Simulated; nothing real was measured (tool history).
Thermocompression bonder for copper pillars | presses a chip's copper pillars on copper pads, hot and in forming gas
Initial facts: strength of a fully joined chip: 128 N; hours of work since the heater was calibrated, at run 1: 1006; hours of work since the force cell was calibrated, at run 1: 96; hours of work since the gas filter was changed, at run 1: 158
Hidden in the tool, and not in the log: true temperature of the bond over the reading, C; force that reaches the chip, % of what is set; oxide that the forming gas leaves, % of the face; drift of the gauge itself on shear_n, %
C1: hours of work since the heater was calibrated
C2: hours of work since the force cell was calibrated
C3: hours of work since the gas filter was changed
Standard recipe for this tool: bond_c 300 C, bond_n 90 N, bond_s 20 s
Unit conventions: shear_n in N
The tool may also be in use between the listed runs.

Run 1, hour 0.0: usual settings; C1 1006; C2 96; C3 158. Result: shear_n 75.2 N.
Run 2, hour 14.6: usual settings; C1 1017; C2 107; C3 168. Result: shear_n 72.4 N.
Run 3, hour 26.0: usual settings; C1 1025; C2 115; C3 177. Result: shear_n 74.0 N.
Run 4, hour 36.3: usual settings; C1 1033; C2 123; C3 184. Result: shear_n 74.5 N.
Run 5, hour 43.1: usual settings; C1 1038; C2 128; C3 190. Result: shear_n 72.1 N.
Run 6, hour 55.3: usual settings; C1 1047; C2 137; C3 198. Result: shear_n 73.7 N.
Run 7, hour 62.0: usual settings; C1 1052; C2 142; C3 203. Result: shear_n 73.7 N.
Run 8, hour 76.5: usual settings; C1 1063; C2 153; C3 214. Result: shear_n 72.5 N.
Run 9, hour 86.6: usual settings but bond_s 25 s; C1 1070; C2 160; C3 222. Result: shear_n 78.0 N.
Run 10, hour 92.8: usual settings but bond_s 25 s; C1 1075; C2 165; C3 226. Result: shear_n 78.3 N.
Run 11, hour 100.8: usual settings; C1 1081; C2 170; C3 232. Result: shear_n 74.0 N.
Run 12, hour 107.6: usual settings; C1 1086; C2 176; C3 237. Result: shear_n 74.2 N.
Run 13, hour 122.3: usual settings; C1 1096; C2 186; C3 248. Result: shear_n 73.0 N.
Run 14, hour 128.4: usual settings; C1 1101; C2 191; C3 252. Result: shear_n 73.2 N.
Run 15, hour 142.0: usual settings but bond_s 14 s; C1 1111; C2 201; C3 262. Result: shear_n 64.9 N.
Run 16, hour 154.8: usual settings but bond_s 27 s; C1 1120; C2 210; C3 272. Result: shear_n 80.6 N.
Run 17, hour 161.8: usual settings but bond_s 27 s; C1 1126; C2 216; C3 277. Result: shear_n 79.3 N.
Run 18, hour 168.1: usual settings; C1 1130; C2 220; C3 282. Result: shear_n 74.3 N.
Run 19, hour 177.7: usual settings; C1 1137; C2 227; C3 289. Result: shear_n 71.6 N.
Run 20, hour 184.4: usual settings; C1 1142; C2 232; C3 294. Result: shear_n 72.8 N.
Run 21, hour 193.1: usual settings but bond_c 279 C, bond_s 22 s; C1 1149; C2 239; C3 300. Result: shear_n 59.7 N.
Run 22, hour 200.0: usual settings but bond_c 301 C, bond_n 72 N, bond_s 22 s; C1 1154; C2 244; C3 305. Result: shear_n 66.1 N.
Run 23, hour 215.1: usual settings but bond_c 303 C, bond_n 87 N, bond_s 28 s; C1 1165; C2 255; C3 316. Result: shear_n 81.9 N.
Run 24, hour 227.2: usual settings but bond_c 278 C, bond_n 111 N; C1 1174; C2 264; C3 325. Result: shear_n 63.9 N.
Run 25, hour 240.8: usual settings but bond_c 296 C, bond_n 73 N; C1 1184; C2 274; C3 335. Result: shear_n 61.6 N.
At hour 242.8: forming gas filter changed.
Run 26, hour 251.4: usual settings but bond_c 289 C, bond_n 71 N, bond_s 31 s; C1 1191; C2 281; C3 6. Result: shear_n 69.1 N.
At hour 257.5: heater calibrated with a thermocouple chip.
Run 27, hour 265.3: usual settings but bond_c 273 C, bond_n 95 N, bond_s 17 s; C1 6; C2 290; C3 15. Result: shear_n 48.3 N.
Run 28, hour 278.8: usual settings but bond_c 278 C; C1 16; C2 300; C3 25. Result: shear_n 52.8 N.
Run 29, hour 288.2: usual settings but bond_n 82 N, bond_s 23 s; C1 23; C2 307; C3 32. Result: shear_n 69.4 N.
Run 30, hour 301.6: usual settings but bond_n 92 N, bond_s 53 s; C1 33; C2 317; C3 42. Result: shear_n 95.7 N.
Run 31, hour 313.4: usual settings but bond_n 92 N, bond_s 53 s; C1 41; C2 326; C3 51. Result: shear_n 95.4 N.
Run 32, hour 326.3: usual settings but bond_c 283 C, bond_n 92 N, bond_s 44 s; C1 51; C2 335; C3 60. Result: shear_n 76.3 N.
Run 33, hour 332.5: usual settings but bond_c 301 C, bond_n 92 N, bond_s 27 s; C1 55; C2 340; C3 65. Result: shear_n 79.2 N.
Run 34, hour 338.6: usual settings but bond_c 301 C, bond_n 92 N, bond_s 27 s; C1 60; C2 344; C3 69. Result: shear_n 77.6 N.
Run 35, hour 345.9: usual settings but bond_n 80 N, bond_s 11 s; C1 65; C2 350; C3 75. Result: shear_n 52.5 N.
Run 36, hour 359.7: usual settings but bond_c 271 C, bond_n 60 N, bond_s 11 s; C1 75; C2 360; C3 85. Result: shear_n 28.1 N.
Run 37, hour 372.8: usual settings but bond_c 273 C, bond_n 72 N, bond_s 23 s; C1 85; C2 369; C3 95. Result: shear_n 44.1 N.
Run 38, hour 384.8: usual settings but bond_n 104 N, bond_s 13 s; C1 94; C2 378; C3 103. Result: shear_n 66.9 N.
Run 39, hour 399.5: usual settings but bond_c 302 C, bond_n 59 N, bond_s 38 s; C1 105; C2 389; C3 114. Result: shear_n 70.7 N.

Below, each run's measurement less what the same run would have read without the hidden state. Both values contain the same run-to-run variation, but the gauge's scatter may not be the same in both:
run  shear_n
  1     +3.1
  2     +3.1
  3     +3.0
  4     +3.0
  5     +2.9
  6     +2.9
  7     +3.0
  8     +2.8
  9     +2.7
 10     +2.7
 11     +2.9
 12     +2.8
 13     +2.8
 14     +2.8
 15     +2.8
 16     +2.5
 17     +2.5
 18     +2.7
 19     +2.6
 20     +2.6
 21     +3.0
 22     +2.7
 23     +2.2
 24     +3.0
 25     +2.7
 26     +5.8
 27     +0.2
 28     +0.2
 29     +0.2
 30     +0.1
 31     +0.0
 32     +0.1
 33     +0.0
 34     +0.1
 35     +0.2
 36     +0.1
 37     +0.2
 38     +0.1
 39     +0.0
